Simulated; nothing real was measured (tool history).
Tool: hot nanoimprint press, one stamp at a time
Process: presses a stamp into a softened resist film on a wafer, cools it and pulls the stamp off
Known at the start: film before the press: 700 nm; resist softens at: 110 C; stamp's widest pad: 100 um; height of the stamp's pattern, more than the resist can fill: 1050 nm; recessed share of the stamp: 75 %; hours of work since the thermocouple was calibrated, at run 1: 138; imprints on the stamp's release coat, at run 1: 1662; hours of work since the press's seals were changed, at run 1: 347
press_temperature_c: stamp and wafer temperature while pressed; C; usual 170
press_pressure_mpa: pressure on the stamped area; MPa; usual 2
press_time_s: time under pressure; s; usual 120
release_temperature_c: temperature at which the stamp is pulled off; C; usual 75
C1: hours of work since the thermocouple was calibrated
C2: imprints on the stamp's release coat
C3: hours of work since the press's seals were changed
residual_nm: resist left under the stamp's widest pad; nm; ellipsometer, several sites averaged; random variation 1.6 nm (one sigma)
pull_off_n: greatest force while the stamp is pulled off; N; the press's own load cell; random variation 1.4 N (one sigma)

run 1 hour=0 | press_temperature_c=170 press_pressure_mpa=2 press_time_s=120 release_temperature_c=75 | C1=138 C2=1662 C3=347 | residual_nm=373.3 pull_off_n=197
run 2 hour=17.2 | press_temperature_c=170 press_pressure_mpa=2 press_time_s=120 release_temperature_c=72 | C1=150 C2=1703 C3=359 | residual_nm=373.1 pull_off_n=207
run 3 hour=44.7 | press_temperature_c=170 press_pressure_mpa=2 press_time_s=120 release_temperature_c=72 | C1=170 C2=1767 C3=379 | residual_nm=369.9 pull_off_n=211
run 4 hour=72.9 | press_temperature_c=170 press_pressure_mpa=2 press_time_s=120 release_temperature_c=75 | C1=190 C2=1833 C3=399 | residual_nm=371.6 pull_off_n=199
run 5 hour=95.4 | press_temperature_c=170 press_pressure_mpa=3.08 press_time_s=120 release_temperature_c=75 | C1=206 C2=1886 C3=415 | residual_nm=296.8 pull_off_n=197
-- hour=110 stamp cleaned and given a new release coat
run 6 hour=137.8 | press_temperature_c=170 press_pressure_mpa=2.79 press_time_s=120 release_temperature_c=75 | C1=232 C2=65 C3=441 | residual_nm=312.9 pull_off_n=177
run 7 hour=153.9 | press_temperature_c=170 press_pressure_mpa=2.79 press_time_s=120 release_temperature_c=75 | C1=243 C2=103 C3=452 | residual_nm=309.5 pull_off_n=176
run 8 hour=172.7 | press_temperature_c=170 press_pressure_mpa=2.79 press_time_s=120 release_temperature_c=75 | C1=257 C2=147 C3=465 | residual_nm=313.1 pull_off_n=176
run 9 hour=192.2 | press_temperature_c=170 press_pressure_mpa=2.79 press_time_s=120 release_temperature_c=75 | C1=271 C2=193 C3=479 | residual_nm=309.8 pull_off_n=175
run 10 hour=218.3 | press_temperature_c=173 press_pressure_mpa=2.79 press_time_s=120 release_temperature_c=81 | C1=289 C2=254 C3=498 | residual_nm=281 pull_off_n=155
run 11 hour=245.2 | press_temperature_c=160 press_pressure_mpa=2 press_time_s=181 release_temperature_c=69 | C1=308 C2=318 C3=517 | residual_nm=449.2 pull_off_n=202
run 12 hour=264.8 | press_temperature_c=174 press_pressure_mpa=2.42 press_time_s=91 release_temperature_c=79 | C1=322 C2=364 C3=531 | residual_nm=321 pull_off_n=160
run 13 hour=291.7 | press_temperature_c=170 press_pressure_mpa=1.47 press_time_s=228 release_temperature_c=75 | C1=341 C2=427 C3=550 | residual_nm=344.9 pull_off_n=180
run 14 hour=325.5 | press_temperature_c=170 press_pressure_mpa=1.52 press_time_s=228 release_temperature_c=66 | C1=365 C2=506 C3=574 | residual_nm=337 pull_off_n=216
run 15 hour=362.3 | press_temperature_c=170 press_pressure_mpa=2 press_time_s=120 release_temperature_c=62 | C1=391 C2=593 C3=600 | residual_nm=363.7 pull_off_n=232
run 16 hour=391.1 | press_temperature_c=159 press_pressure_mpa=1.85 press_time_s=120 release_temperature_c=75 | C1=412 C2=661 C3=621 | residual_nm=519.1 pull_off_n=179
run 17 hour=420.6 | press_temperature_c=169 press_pressure_mpa=2 press_time_s=120 release_temperature_c=75 | C1=433 C2=730 C3=641 | residual_nm=371.7 pull_off_n=180

4 ways to go on from here, each from the tool as it stands after run 17. What would each give?
-- hour=445.7 plate thermocouple calibrated
run A hour=448.3 | press_temperature_c=179 press_pressure_mpa=1.56 press_time_s=99 release_temperature_c=75 | C1=2 C2=788 C3=659 | residual_nm=? pull_off_n=?
-- hour=445.7 plate thermocouple calibrated
run B hour=448.3 | press_temperature_c=170 press_pressure_mpa=2.38 press_time_s=120 release_temperature_c=69 | C1=2 C2=788 C3=659 | residual_nm=? pull_off_n=?
-- hour=445.7 plate thermocouple calibrated
run C hour=448.3 | press_temperature_c=181 press_pressure_mpa=2 press_time_s=120 release_temperature_c=75 | C1=2 C2=788 C3=659 | residual_nm=? pull_off_n=?
-- hour=445.7 plate thermocouple calibrated
run D hour=448.3 | press_temperature_c=170 press_pressure_mpa=1.38 press_time_s=194 release_temperature_c=66 | C1=2 C2=788 C3=659 | residual_nm=? pull_off_n=?

run=A residual_nm=349.1 pull_off_n=192
run=B residual_nm=354.1 pull_off_n=215
run=C residual_nm=269.5 pull_off_n=191
run=D residual_nm=395.5 pull_off_n=228
Without the tool's hidden state the same runs would have given:
run=A residual_nm=342.4 pull_off_n=182
run=B residual_nm=344 pull_off_n=204
run=C residual_nm=262.4 pull_off_n=181
run=D residual_nm=389.1 pull_off_n=216

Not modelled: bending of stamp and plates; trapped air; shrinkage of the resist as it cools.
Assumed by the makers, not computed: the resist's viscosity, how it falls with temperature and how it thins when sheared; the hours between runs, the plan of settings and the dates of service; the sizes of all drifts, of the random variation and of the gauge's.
